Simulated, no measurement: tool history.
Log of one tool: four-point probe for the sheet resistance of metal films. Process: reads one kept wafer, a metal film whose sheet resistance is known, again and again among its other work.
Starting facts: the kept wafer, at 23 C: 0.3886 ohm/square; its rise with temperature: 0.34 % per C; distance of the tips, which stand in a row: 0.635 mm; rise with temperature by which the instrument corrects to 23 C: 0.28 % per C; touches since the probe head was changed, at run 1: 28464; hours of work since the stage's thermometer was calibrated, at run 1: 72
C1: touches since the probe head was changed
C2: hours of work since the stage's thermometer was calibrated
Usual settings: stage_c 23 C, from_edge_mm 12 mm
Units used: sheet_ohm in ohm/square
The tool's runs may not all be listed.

Run 1, hour 0.0: usual settings; C1 28464; C2 72. Result: sheet_ohm 0.389279 ohm/square.
Run 2, hour 46.6: usual settings; C1 29588; C2 95. Result: sheet_ohm 0.389376 ohm/square.
Run 3, hour 111.0: usual settings but stage_c 27 C; C1 31143; C2 127. Result: sheet_ohm 0.390053 ohm/square.
Run 4, hour 170.3: usual settings but from_edge_mm 31 mm; C1 32574; C2 156. Result: sheet_ohm 0.388644 ohm/square.
Run 5, hour 209.8: usual settings but stage_c 28 C, from_edge_mm 31 mm; C1 33528; C2 176. Result: sheet_ohm 0.389808 ohm/square.
Run 6, hour 245.5: usual settings but from_edge_mm 7 mm; C1 34389; C2 194. Result: sheet_ohm 0.390332 ohm/square.
Run 7, hour 289.0: usual settings; C1 35439; C2 215. Result: sheet_ohm 0.389251 ohm/square.
Run 8, hour 335.8: usual settings; C1 36569; C2 238. Result: sheet_ohm 0.389067 ohm/square.
Run 9, hour 380.9: usual settings; C1 37659; C2 261. Result: sheet_ohm 0.389198 ohm/square.
Run 10, hour 425.4: usual settings; C1 38733; C2 283. Result: sheet_ohm 0.389248 ohm/square.
Run 11, hour 479.4: usual settings; C1 40034; C2 309. Result: sheet_ohm 0.389206 ohm/square.
Run 12, hour 511.5: usual settings but from_edge_mm 8 mm; C1 40810; C2 325. Result: sheet_ohm 0.389735 ohm/square.
Run 13, hour 543.0: usual settings; C1 41570; C2 341. Result: sheet_ohm 0.389236 ohm/square.
Run 14, hour 575.3: usual settings; C1 42350; C2 357. Result: sheet_ohm 0.388972 ohm/square.
Run 15, hour 608.7: usual settings; C1 43155; C2 373. Result: sheet_ohm 0.389246 ohm/square.
Run 16, hour 637.0: usual settings but stage_c 22 C, from_edge_mm 73 mm; C1 43839; C2 387. Result: sheet_ohm 0.388512 ohm/square.
Run 17, hour 697.5: usual settings but stage_c 26 C, from_edge_mm 9 mm; C1 45299; C2 417. Result: sheet_ohm 0.390323 ohm/square.
Run 18, hour 743.2: usual settings but stage_c 22 C, from_edge_mm 53 mm; C1 46402; C2 440. Result: sheet_ohm 0.388478 ohm/square.
Run 19, hour 800.1: usual settings but stage_c 27 C, from_edge_mm 30 mm; C1 47776; C2 468. Result: sheet_ohm 0.389536 ohm/square.
Run 20, hour 846.1: usual settings but from_edge_mm 14 mm; C1 48886; C2 491. Result: sheet_ohm 0.389050 ohm/square.
Run 21, hour 888.3: usual settings but stage_c 29 C, from_edge_mm 52 mm; C1 49905; C2 512. Result: sheet_ohm 0.389908 ohm/square.
Run 22, hour 931.1: usual settings but stage_c 29 C, from_edge_mm 52 mm; C1 50937; C2 533. Result: sheet_ohm 0.390006 ohm/square.
Run 23, hour 991.7: usual settings but stage_c 29 C, from_edge_mm 52 mm; C1 52401; C2 563. Result: sheet_ohm 0.389953 ohm/square.
Run 24, hour 1024.9: usual settings but stage_c 29 C, from_edge_mm 52 mm; C1 53202; C2 579. Result: sheet_ohm 0.389950 ohm/square.
Run 25, hour 1076.5: usual settings but stage_c 29 C, from_edge_mm 52 mm; C1 54447; C2 605. Result: sheet_ohm 0.389909 ohm/square.
Run 26, hour 1133.5: usual settings but stage_c 29 C, from_edge_mm 52 mm; C1 55823; C2 633. Result: sheet_ohm 0.389946 ohm/square.
Run 27, hour 1179.3: usual settings but stage_c 31 C, from_edge_mm 68 mm; C1 56929; C2 656. Result: sheet_ohm 0.390492 ohm/square.
Run 28, hour 1218.2: usual settings but stage_c 31 C, from_edge_mm 68 mm; C1 57866; C2 675. Result: sheet_ohm 0.390232 ohm/square.
Run 29, hour 1264.1: usual settings but stage_c 21 C; C1 58974; C2 698. Result: sheet_ohm 0.388910 ohm/square.

Alternative continuations, all from the tool just after run 29; predict every row:
Run A, hour 1303.6: usual settings but stage_c 26 C, from_edge_mm 46 mm; C1 59929; C2 717. Result: sheet_ohm ?.
Run B, hour 1303.6: usual settings but stage_c 19 C, from_edge_mm 8 mm; C1 59929; C2 717. Result: sheet_ohm ?.
Run C, hour 1303.6: usual settings but from_edge_mm 8 mm; C1 59929; C2 717. Result: sheet_ohm ?.
Run D, hour 1303.6: usual settings but from_edge_mm 4 mm; C1 59929; C2 717. Result: sheet_ohm ?.
Run E, hour 1303.6: usual settings but stage_c 27 C, from_edge_mm 13 mm; C1 59929; C2 717. Result: sheet_ohm ?.

run  sheet_ohm
  A   0.389285
  B   0.389040
  C   0.390069
  D   0.393943
  E   0.390012
What these runs would have given with no unlogged condition in the tool:
run  sheet_ohm
  A   0.389251
  B   0.389006
  C   0.390036
  D   0.393909
  E   0.389978
